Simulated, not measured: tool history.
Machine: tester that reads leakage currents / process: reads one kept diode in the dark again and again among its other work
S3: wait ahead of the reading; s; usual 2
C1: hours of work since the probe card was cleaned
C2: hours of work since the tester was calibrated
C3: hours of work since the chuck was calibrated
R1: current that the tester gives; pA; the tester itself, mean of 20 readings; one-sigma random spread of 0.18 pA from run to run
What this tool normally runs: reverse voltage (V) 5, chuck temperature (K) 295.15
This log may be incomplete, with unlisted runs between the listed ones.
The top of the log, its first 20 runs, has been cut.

{"run": 21, "day": 112.171, "reverse voltage (V)": 5, "chuck temperature (K)": 307.15, "S3": 3.15, "C1": 327, "C2": 408, "C3": 1396, "R1": 168.21}
{"run": 22, "day": 118.333, "reverse voltage (V)": 5, "chuck temperature (K)": 297.15, "S3": 2, "C1": 404, "C2": 485, "C3": 1473, "R1": 79.1}
{"run": 23, "day": 123.862, "reverse voltage (V)": 5, "chuck temperature (K)": 297.15, "S3": 2, "C1": 473, "C2": 554, "C3": 1543, "R1": 80.37}
{"day": 125.892, "done": "chuck's temperature calibrated"}
{"run": 24, "day": 128.979, "reverse voltage (V)": 2.83, "chuck temperature (K)": 322.15, "S3": 2, "C1": 536, "C2": 618, "C3": 39, "R1": 314.98}
{"run": 25, "day": 134.808, "reverse voltage (V)": 2.83, "chuck temperature (K)": 322.15, "S3": 2, "C1": 609, "C2": 691, "C3": 112, "R1": 316.75}
{"run": 26, "day": 139.075, "reverse voltage (V)": 17.79, "chuck temperature (K)": 295.15, "S3": 1.86, "C1": 663, "C2": 744, "C3": 165, "R1": 126.69}
{"run": 27, "day": 146.962, "reverse voltage (V)": 9.89, "chuck temperature (K)": 295.15, "S3": 1.27, "C1": 761, "C2": 843, "C3": 264, "R1": 91.85}
{"run": 28, "day": 155.258, "reverse voltage (V)": 9.89, "chuck temperature (K)": 295.15, "S3": 1.27, "C1": 865, "C2": 947, "C3": 368, "R1": 93.44}
{"run": 29, "day": 161.358, "reverse voltage (V)": 9.89, "chuck temperature (K)": 295.15, "S3": 1.27, "C1": 942, "C2": 1023, "C3": 444, "R1": 93.91}
{"run": 30, "day": 169.629, "reverse voltage (V)": 3.52, "chuck temperature (K)": 295.15, "S3": 1.27, "C1": 1045, "C2": 1127, "C3": 548, "R1": 51.59}
{"run": 31, "day": 174.121, "reverse voltage (V)": 1.9, "chuck temperature (K)": 298.15, "S3": 0.35, "C1": 1102, "C2": 1183, "C3": 604, "R1": 47.38}
{"run": 32, "day": 179.412, "reverse voltage (V)": 1.3, "chuck temperature (K)": 298.15, "S3": 0.35, "C1": 1168, "C2": 1249, "C3": 671, "R1": 38.14}
{"run": 33, "day": 188.108, "reverse voltage (V)": 19.23, "chuck temperature (K)": 328.15, "S3": 2, "C1": 1277, "C2": 1358, "C3": 779, "R1": 1517.61}
{"run": 34, "day": 196.121, "reverse voltage (V)": 1.5, "chuck temperature (K)": 306.15, "S3": 4.44, "C1": 1377, "C2": 1459, "C3": 880, "R1": 76.1}
{"run": 35, "day": 203.179, "reverse voltage (V)": 4.68, "chuck temperature (K)": 299.15, "S3": 3.98, "C1": 1466, "C2": 1547, "C3": 968, "R1": 87.44}
{"run": 36, "day": 207.404, "reverse voltage (V)": 4.68, "chuck temperature (K)": 299.15, "S3": 3.98, "C1": 1519, "C2": 1600, "C3": 1021, "R1": 88.06}
{"run": 37, "day": 214.042, "reverse voltage (V)": 5, "chuck temperature (K)": 329.15, "S3": 2, "C1": 1602, "C2": 1683, "C3": 1104, "R1": 780.92}
{"run": 38, "day": 222.625, "reverse voltage (V)": 5, "chuck temperature (K)": 329.15, "S3": 2, "C1": 1709, "C2": 1791, "C3": 1212, "R1": 787.92}
{"run": 39, "day": 226.988, "reverse voltage (V)": 2.07, "chuck temperature (K)": 332.15, "S3": 5.49, "C1": 1764, "C2": 1845, "C3": 1267, "R1": 582.62}
{"run": 40, "day": 230.654, "reverse voltage (V)": 2.07, "chuck temperature (K)": 304.15, "S3": 5.22, "C1": 1810, "C2": 1891, "C3": 1312, "R1": 82.92}

Forecast each of these 4 alternatives for the next run:
{"run": "A", "day": 235.775, "reverse voltage (V)": 1.49, "chuck temperature (K)": 293.15, "S3": 0.71, "C1": 1874, "C2": 1955, "C3": 1377, "R1": "?"}
{"run": "B", "day": 235.775, "reverse voltage (V)": 5, "chuck temperature (K)": 332.15, "S3": 2, "C1": 1874, "C2": 1955, "C3": 1377, "R1": "?"}
{"run": "C", "day": 235.775, "reverse voltage (V)": 7.89, "chuck temperature (K)": 321.15, "S3": 2, "C1": 1874, "C2": 1955, "C3": 1377, "R1": "?"}
{"run": "D", "day": 235.775, "reverse voltage (V)": 4.13, "chuck temperature (K)": 304.15, "S3": 0.99, "C1": 1874, "C2": 1955, "C3": 1377, "R1": "?"}

run=A R1=30.37
run=B R1=971.82
run=C R1=610.16
run=D R1=126.25
Had the tool no hidden state, the same runs would have come out as:
run=A R1=24.48
run=B R1=841.96
run=C R1=520.37
run=D R1=104.25
